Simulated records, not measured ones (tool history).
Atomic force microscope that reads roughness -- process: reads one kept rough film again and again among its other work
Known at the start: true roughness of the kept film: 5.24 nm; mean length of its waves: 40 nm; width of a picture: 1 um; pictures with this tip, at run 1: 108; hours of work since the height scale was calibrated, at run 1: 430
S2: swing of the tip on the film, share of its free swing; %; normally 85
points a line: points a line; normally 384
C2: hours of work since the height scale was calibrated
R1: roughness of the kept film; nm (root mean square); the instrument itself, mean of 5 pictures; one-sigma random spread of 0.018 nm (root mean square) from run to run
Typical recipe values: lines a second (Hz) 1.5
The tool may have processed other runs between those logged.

Run 1, day 0: usual settings; pictures with this tip 108; C2 430. Result: R1 4.28 nm (root mean square).
At day 2.167: new tip fitted.
Run 2, day 2.95: usual settings but lines a second (Hz) 2.23; pictures with this tip 24; C2 462. Result: R1 4.03 nm (root mean square).
Run 3, day 5.783: usual settings but lines a second (Hz) 2.23, S2 70 %; pictures with this tip 112; C2 494. Result: R1 4.415 nm (root mean square).
At day 7.858: new tip fitted.
Run 4, day 8.121: usual settings but lines a second (Hz) 2.23, S2 70 %; pictures with this tip 8; C2 519. Result: R1 4.454 nm (root mean square).
Run 5, day 10.692: usual settings but lines a second (Hz) 2.23, S2 70 %; pictures with this tip 87; C2 548. Result: R1 4.425 nm (root mean square).
Run 6, day 13.508: usual settings but lines a second (Hz) 2.23, S2 70 %; pictures with this tip 174; C2 579. Result: R1 4.394 nm (root mean square).
At day 13.696: new tip fitted.
Run 7, day 15.175: usual settings but points a line 400; pictures with this tip 45; C2 597. Result: R1 4.284 nm (root mean square).
Run 8, day 17.421: usual settings; pictures with this tip 115; C2 622. Result: R1 4.256 nm (root mean square).
Run 9, day 19.238: usual settings; pictures with this tip 171; C2 642. Result: R1 4.245 nm (root mean square).
At day 19.446: new tip fitted.
Run 10, day 21.108: usual settings; pictures with this tip 52; C2 663. Result: R1 4.265 nm (root mean square).
Run 11, day 22.979: usual settings; pictures with this tip 110; C2 684. Result: R1 4.246 nm (root mean square).
At day 25.112: new tip fitted.
Run 12, day 25.854: usual settings; pictures with this tip 23; C2 715. Result: R1 4.276 nm (root mean square).
Run 13, day 27.704: usual settings; pictures with this tip 80; C2 736. Result: R1 4.26 nm (root mean square).
Run 14, day 29.992: usual settings; pictures with this tip 151; C2 761. Result: R1 4.244 nm (root mean square).
At day 30.871: new tip fitted.
Run 15, day 32.433: usual settings; pictures with this tip 48; C2 788. Result: R1 4.268 nm (root mean square).
Run 16, day 35.358: usual settings; pictures with this tip 139; C2 821. Result: R1 4.255 nm (root mean square).
At day 36.567: new tip fitted.
Run 17, day 37.396: usual settings but lines a second (Hz) 2.45, S2 62 %, points a line 552; pictures with this tip 25; C2 843. Result: R1 4.596 nm (root mean square).
Run 18, day 40.346: usual settings but lines a second (Hz) 2.45, S2 62 %, points a line 552; pictures with this tip 117; C2 876. Result: R1 4.629 nm (root mean square).
At day 42.25: new tip fitted.
Run 19, day 42.25: usual settings but lines a second (Hz) 2.45, S2 62 %, points a line 552; pictures with this tip 0; C2 897. Result: R1 4.596 nm (root mean square).
Run 20, day 43.654: usual settings but lines a second (Hz) 2.45, S2 62 %, points a line 552; pictures with this tip 44; C2 912. Result: R1 4.623 nm (root mean square).
Run 21, day 46.729: usual settings but lines a second (Hz) 2.45, S2 62 %, points a line 552; pictures with this tip 139; C2 946. Result: R1 4.539 nm (root mean square).
At day 47.962: new tip fitted.
Run 22, day 49.792: usual settings but points a line 732; pictures with this tip 57; C2 980. Result: R1 4.281 nm (root mean square).
Run 23, day 51.096: usual settings but lines a second (Hz) 0.65, S2 77 %, points a line 609; pictures with this tip 97; C2 995. Result: R1 4.705 nm (root mean square).
Run 24, day 53.071: usual settings but lines a second (Hz) 1.84, S2 59 %; pictures with this tip 159; C2 1017. Result: R1 4.682 nm (root mean square).
At day 53.75: new tip fitted.
Run 25, day 54.588: usual settings but lines a second (Hz) 0.57, S2 79 %, points a line 679; pictures with this tip 26; C2 1033. Result: R1 4.7 nm (root mean square).
Run 26, day 56.146: usual settings but lines a second (Hz) 0.77, S2 89 %, points a line 311; pictures with this tip 74; C2 1051. Result: R1 4.491 nm (root mean square).
Run 27, day 58.771: usual settings but S2 68 %; pictures with this tip 156; C2 1080. Result: R1 4.611 nm (root mean square).
At day 59.462: new tip fitted.
Run 28, day 61.225: usual settings but S2 68 %; pictures with this tip 55; C2 1107. Result: R1 4.619 nm (root mean square).
Run 29, day 63.15: usual settings but lines a second (Hz) 1.88, S2 60 %, points a line 352; pictures with this tip 115; C2 1128. Result: R1 4.692 nm (root mean square).
Run 30, day 64.742: usual settings but lines a second (Hz) 0.7; pictures with this tip 164; C2 1146. Result: R1 4.575 nm (root mean square).

Predict each of these 3 candidate next runs independently; none follows another, all start after run 30:
At day 65.229: new tip fitted.
Run A, day 67.808: usual settings but lines a second (Hz) 1, S2 61 %, points a line 629; pictures with this tip 80; C2 1180. Result: R1 ?.
At day 65.229: new tip fitted.
Run B, day 67.808: usual settings but S2 89 %, points a line 662; pictures with this tip 80; C2 1180. Result: R1 ?.
At day 65.229: new tip fitted.
Run C, day 67.808: usual settings but S2 71 %, points a line 280; pictures with this tip 80; C2 1180. Result: R1 ?.

run     R1
  A  4.756
  B  4.184
  C  4.561
Without the tool's hidden state the same runs would have given:
run     R1
  A   4.76
  B  4.188
  C  4.565
